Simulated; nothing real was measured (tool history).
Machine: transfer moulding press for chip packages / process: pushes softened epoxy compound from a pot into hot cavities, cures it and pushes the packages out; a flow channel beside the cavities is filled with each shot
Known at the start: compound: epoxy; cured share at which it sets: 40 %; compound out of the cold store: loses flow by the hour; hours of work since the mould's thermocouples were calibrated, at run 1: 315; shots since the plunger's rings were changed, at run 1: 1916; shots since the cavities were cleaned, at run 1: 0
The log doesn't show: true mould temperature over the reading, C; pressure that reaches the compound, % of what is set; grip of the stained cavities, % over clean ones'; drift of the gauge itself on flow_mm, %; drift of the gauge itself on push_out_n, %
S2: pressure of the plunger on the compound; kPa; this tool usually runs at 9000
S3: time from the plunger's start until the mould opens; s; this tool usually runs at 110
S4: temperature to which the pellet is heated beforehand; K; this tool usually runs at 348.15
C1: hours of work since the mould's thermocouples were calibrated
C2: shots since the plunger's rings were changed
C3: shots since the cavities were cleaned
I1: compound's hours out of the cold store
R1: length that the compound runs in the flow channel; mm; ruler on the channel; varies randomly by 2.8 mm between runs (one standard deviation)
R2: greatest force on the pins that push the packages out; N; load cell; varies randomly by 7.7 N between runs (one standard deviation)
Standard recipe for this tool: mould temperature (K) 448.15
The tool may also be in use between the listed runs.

Run 1, hour 0.0: usual settings; C1 315; C2 1916; C3 0; I1 26.6. Result: R1 701 mm, R2 347 N.
Run 2, hour 27.4: usual settings; C1 326; C2 2121; C3 205; I1 31.4. Result: R1 696 mm, R2 376 N.
Run 3, hour 40.8: usual settings but S2 10220 kPa; C1 332; C2 2221; C3 305; I1 38.7. Result: R1 727 mm, R2 407 N.
Run 4, hour 71.0: usual settings but S2 10220 kPa; C1 344; C2 2447; C3 531; I1 10.1. Result: R1 772 mm, R2 449 N.
Run 5, hour 90.3: usual settings; C1 352; C2 2592; C3 676; I1 46.6. Result: R1 672 mm, R2 432 N.
Run 6, hour 105.4: usual settings; C1 358; C2 2704; C3 788; I1 34.9. Result: R1 687 mm, R2 485 N.
At hour 108.7: cavities cleaned with cleaning compound and waxed.
Run 7, hour 131.1: usual settings; C1 368; C2 2886; C3 168; I1 19.2. Result: R1 708 mm, R2 396 N.
Run 8, hour 155.5: usual settings; C1 378; C2 3068; C3 350; I1 46.3. Result: R1 666 mm, R2 406 N.
Run 9, hour 178.8: usual settings; C1 388; C2 3243; C3 525; I1 28.5. Result: R1 685 mm, R2 439 N.
Run 10, hour 204.3: usual settings; C1 398; C2 3434; C3 716; I1 28.6. Result: R1 690 mm, R2 457 N.
At hour 217.3: cavities cleaned with cleaning compound and waxed.
Run 11, hour 234.2: usual settings; C1 410; C2 3646; C3 126; I1 41.2. Result: R1 669 mm, R2 381 N.
At hour 250.9: plunger's sealing rings changed.
Run 12, hour 262.1: usual settings; C1 421; C2 83; C3 316; I1 31.9. Result: R1 709 mm, R2 422 N.
At hour 280.1: mould's thermocouples calibrated.
Run 13, hour 280.7: usual settings but mould temperature (K) 441.15; C1 0; C2 208; C3 441; I1 13.0. Result: R1 760 mm, R2 714 N.
Run 14, hour 306.2: usual settings but mould temperature (K) 441.15; C1 11; C2 399; C3 632; I1 28.7. Result: R1 742 mm, R2 766 N.
Run 15, hour 321.1: usual settings but mould temperature (K) 441.15; C1 17; C2 511; C3 744; I1 17.4. Result: R1 751 mm, R2 798 N.
At hour 329.9: cavities cleaned with cleaning compound and waxed.
At hour 339.0: mould's thermocouples calibrated, once more.
Run 16, hour 353.6: usual settings but mould temperature (K) 441.15; C1 6; C2 727; C3 162; I1 9.4. Result: R1 765 mm, R2 576 N.
Run 17, hour 386.0: usual settings but S2 9120 kPa, S3 131 s; C1 19; C2 970; C3 405; I1 18.0. Result: R1 718 mm, R2 355 N.
Run 18, hour 410.9: usual settings but mould temperature (K) 452.15, S2 9360 kPa, S3 147 s, S4 347.15 K; C1 30; C2 1157; C3 592; I1 9.9. Result: R1 729 mm, R2 372 N.
Run 19, hour 430.7: usual settings but mould temperature (K) 452.15, S2 9360 kPa, S3 147 s, S4 346.15 K; C1 38; C2 1304; C3 739; I1 35.7. Result: R1 689 mm, R2 393 N.

Expected results for the next run?
At hour 440.0: cavities cleaned with cleaning compound and waxed.
Run 20, hour 462.2: usual settings but S3 103 s, S4 352.15 K; C1 50; C2 1529; C3 166; I1 30.3. Result: R1 ?, R2 ?.

{"run 20": {"R1": 699, "R2": 399}}
With the hidden condition absent and the run-to-run variation left alone, this run would have shown R1 711 mm, R2 361 N.
